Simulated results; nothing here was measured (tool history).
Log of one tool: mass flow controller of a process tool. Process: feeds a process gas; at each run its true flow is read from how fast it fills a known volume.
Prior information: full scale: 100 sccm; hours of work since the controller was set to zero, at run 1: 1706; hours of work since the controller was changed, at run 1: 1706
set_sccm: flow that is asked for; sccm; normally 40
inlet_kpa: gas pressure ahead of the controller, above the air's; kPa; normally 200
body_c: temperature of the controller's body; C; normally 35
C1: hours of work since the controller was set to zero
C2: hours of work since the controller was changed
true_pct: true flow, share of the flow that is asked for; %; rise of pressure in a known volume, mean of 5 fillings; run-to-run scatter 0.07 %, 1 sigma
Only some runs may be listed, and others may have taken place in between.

{"run": 1, "hour": 0.0, "set_sccm": 40, "inlet_kpa": 200, "body_c": 35, "C1": 1706, "C2": 1706, "true_pct": 97.56}
{"run": 2, "hour": 239.8, "set_sccm": 40, "inlet_kpa": 200, "body_c": 35, "C1": 1789, "C2": 1789, "true_pct": 97.55}
{"run": 3, "hour": 424.7, "set_sccm": 40, "inlet_kpa": 240, "body_c": 35, "C1": 1852, "C2": 1852, "true_pct": 97.3}
{"run": 4, "hour": 751.1, "set_sccm": 55, "inlet_kpa": 200, "body_c": 35, "C1": 1964, "C2": 1964, "true_pct": 97.85}
{"run": 5, "hour": 1068.1, "set_sccm": 55, "inlet_kpa": 200, "body_c": 35, "C1": 2072, "C2": 2072, "true_pct": 97.76}
{"run": 6, "hour": 1372.8, "set_sccm": 40, "inlet_kpa": 200, "body_c": 35, "C1": 2176, "C2": 2176, "true_pct": 97.66}
{"run": 7, "hour": 1718.4, "set_sccm": 40, "inlet_kpa": 200, "body_c": 35, "C1": 2295, "C2": 2295, "true_pct": 97.79}
{"run": 8, "hour": 1922.7, "set_sccm": 40, "inlet_kpa": 200, "body_c": 26, "C1": 2364, "C2": 2364, "true_pct": 98.64}
{"run": 9, "hour": 2089.0, "set_sccm": 40, "inlet_kpa": 200, "body_c": 26, "C1": 2421, "C2": 2421, "true_pct": 98.57}
{"run": 10, "hour": 2417.1, "set_sccm": 40, "inlet_kpa": 200, "body_c": 26, "C1": 2534, "C2": 2534, "true_pct": 98.71}
{"run": 11, "hour": 2712.7, "set_sccm": 40, "inlet_kpa": 200, "body_c": 26, "C1": 2635, "C2": 2635, "true_pct": 98.71}
{"run": 12, "hour": 3048.1, "set_sccm": 40, "inlet_kpa": 200, "body_c": 26, "C1": 2750, "C2": 2750, "true_pct": 98.63}
{"run": 13, "hour": 3401.4, "set_sccm": 35, "inlet_kpa": 200, "body_c": 35, "C1": 2870, "C2": 2870, "true_pct": 97.92}
{"run": 14, "hour": 3589.7, "set_sccm": 35, "inlet_kpa": 200, "body_c": 35, "C1": 2935, "C2": 2935, "true_pct": 97.92}
{"run": 15, "hour": 3817.5, "set_sccm": 40, "inlet_kpa": 200, "body_c": 35, "C1": 3013, "C2": 3013, "true_pct": 97.8}
{"run": 16, "hour": 4060.1, "set_sccm": 40, "inlet_kpa": 210, "body_c": 35, "C1": 3096, "C2": 3096, "true_pct": 97.96}
{"run": 17, "hour": 4294.8, "set_sccm": 40, "inlet_kpa": 210, "body_c": 35, "C1": 3176, "C2": 3176, "true_pct": 97.88}
{"run": 18, "hour": 4532.0, "set_sccm": 40, "inlet_kpa": 210, "body_c": 35, "C1": 3257, "C2": 3257, "true_pct": 97.81}
{"hour": 4563.7, "done": "controller's zero set anew"}
{"run": 19, "hour": 4884.1, "set_sccm": 40, "inlet_kpa": 210, "body_c": 35, "C1": 110, "C2": 3378, "true_pct": 98.96}
{"run": 20, "hour": 5068.4, "set_sccm": 40, "inlet_kpa": 200, "body_c": 35, "C1": 173, "C2": 3441, "true_pct": 99.09}
{"run": 21, "hour": 5387.2, "set_sccm": 40, "inlet_kpa": 200, "body_c": 35, "C1": 282, "C2": 3550, "true_pct": 99.2}
{"run": 22, "hour": 5705.6, "set_sccm": 40, "inlet_kpa": 200, "body_c": 35, "C1": 391, "C2": 3659, "true_pct": 99.18}
{"run": 23, "hour": 5958.8, "set_sccm": 40, "inlet_kpa": 200, "body_c": 35, "C1": 477, "C2": 3745, "true_pct": 99.29}
{"run": 24, "hour": 6136.6, "set_sccm": 40, "inlet_kpa": 200, "body_c": 35, "C1": 538, "C2": 3806, "true_pct": 99.25}
{"hour": 6300.4, "done": "controller's zero set anew, once more"}
{"run": 25, "hour": 6329.5, "set_sccm": 93, "inlet_kpa": 150, "body_c": 30, "C1": 10, "C2": 3872, "true_pct": 98.45}
{"run": 26, "hour": 6621.6, "set_sccm": 93, "inlet_kpa": 150, "body_c": 30, "C1": 110, "C2": 3972, "true_pct": 98.56}
{"run": 27, "hour": 6899.7, "set_sccm": 12, "inlet_kpa": 181, "body_c": 35, "C1": 205, "C2": 4067, "true_pct": 95.49}
{"run": 28, "hour": 7224.7, "set_sccm": 12, "inlet_kpa": 181, "body_c": 35, "C1": 316, "C2": 4178, "true_pct": 95.58}
{"run": 29, "hour": 7395.7, "set_sccm": 12, "inlet_kpa": 181, "body_c": 35, "C1": 375, "C2": 4237, "true_pct": 95.6}
{"run": 30, "hour": 7660.2, "set_sccm": 12, "inlet_kpa": 181, "body_c": 35, "C1": 465, "C2": 4327, "true_pct": 95.88}
{"run": 31, "hour": 7924.7, "set_sccm": 12, "inlet_kpa": 200, "body_c": 35, "C1": 556, "C2": 4418, "true_pct": 95.93}
{"run": 32, "hour": 8234.4, "set_sccm": 12, "inlet_kpa": 200, "body_c": 35, "C1": 662, "C2": 4524, "true_pct": 96.04}
{"run": 33, "hour": 8461.0, "set_sccm": 93, "inlet_kpa": 160, "body_c": 25, "C1": 739, "C2": 4601, "true_pct": 99.01}
{"run": 34, "hour": 8640.5, "set_sccm": 51, "inlet_kpa": 176, "body_c": 34, "C1": 801, "C2": 4663, "true_pct": 96.43}
{"run": 35, "hour": 8795.1, "set_sccm": 51, "inlet_kpa": 176, "body_c": 34, "C1": 854, "C2": 4716, "true_pct": 96.58}
{"run": 36, "hour": 8981.3, "set_sccm": 29, "inlet_kpa": 231, "body_c": 29, "C1": 917, "C2": 4780, "true_pct": 96.42}
{"run": 37, "hour": 9331.7, "set_sccm": 29, "inlet_kpa": 231, "body_c": 29, "C1": 1037, "C2": 4899, "true_pct": 96.43}
{"run": 38, "hour": 9626.8, "set_sccm": 29, "inlet_kpa": 256, "body_c": 29, "C1": 1138, "C2": 5000, "true_pct": 96.18}
{"run": 39, "hour": 9793.3, "set_sccm": 29, "inlet_kpa": 256, "body_c": 29, "C1": 1195, "C2": 5057, "true_pct": 96.25}
{"run": 40, "hour": 10138.3, "set_sccm": 26, "inlet_kpa": 263, "body_c": 21, "C1": 1313, "C2": 5175, "true_pct": 97.06}
{"run": 41, "hour": 10374.0, "set_sccm": 17, "inlet_kpa": 263, "body_c": 28, "C1": 1394, "C2": 5256, "true_pct": 96.83}
{"run": 42, "hour": 10586.9, "set_sccm": 40, "inlet_kpa": 200, "body_c": 31, "C1": 1467, "C2": 5329, "true_pct": 96.64}
{"run": 43, "hour": 10766.4, "set_sccm": 20, "inlet_kpa": 149, "body_c": 35, "C1": 1528, "C2": 5390, "true_pct": 96.79}
{"run": 44, "hour": 11059.0, "set_sccm": 20, "inlet_kpa": 259, "body_c": 35, "C1": 1628, "C2": 5491, "true_pct": 96.17}
{"run": 45, "hour": 11415.7, "set_sccm": 31, "inlet_kpa": 259, "body_c": 35, "C1": 1750, "C2": 5613, "true_pct": 95.92}
{"run": 46, "hour": 11672.5, "set_sccm": 31, "inlet_kpa": 259, "body_c": 35, "C1": 1838, "C2": 5700, "true_pct": 95.76}
{"run": 47, "hour": 11845.7, "set_sccm": 31, "inlet_kpa": 259, "body_c": 35, "C1": 1898, "C2": 5760, "true_pct": 95.96}

Take each entry between the runs: how does the hidden state at the last listed run before it differ from the hidden state at the first listed run after it?
Run 18 -> run 19: controller's zero set anew (hour 4563.7)
  flow at rest that the sensor doesn't see, % of full scale: 0.762 -> 1.255; true flow over the shown one, %: -0.93 -> -0.96
  measured minus no-state result, true_pct: +0.98 -> +2.18 %
Run 24 -> run 25: controller's zero set anew, once more (hour 6300.4)
  flow at rest that the sensor doesn't see, % of full scale: 1.35 -> 0.005; true flow over the shown one, %: -1.1 -> -1.12
  measured minus no-state result, true_pct: +2.28 -> -1.12 %

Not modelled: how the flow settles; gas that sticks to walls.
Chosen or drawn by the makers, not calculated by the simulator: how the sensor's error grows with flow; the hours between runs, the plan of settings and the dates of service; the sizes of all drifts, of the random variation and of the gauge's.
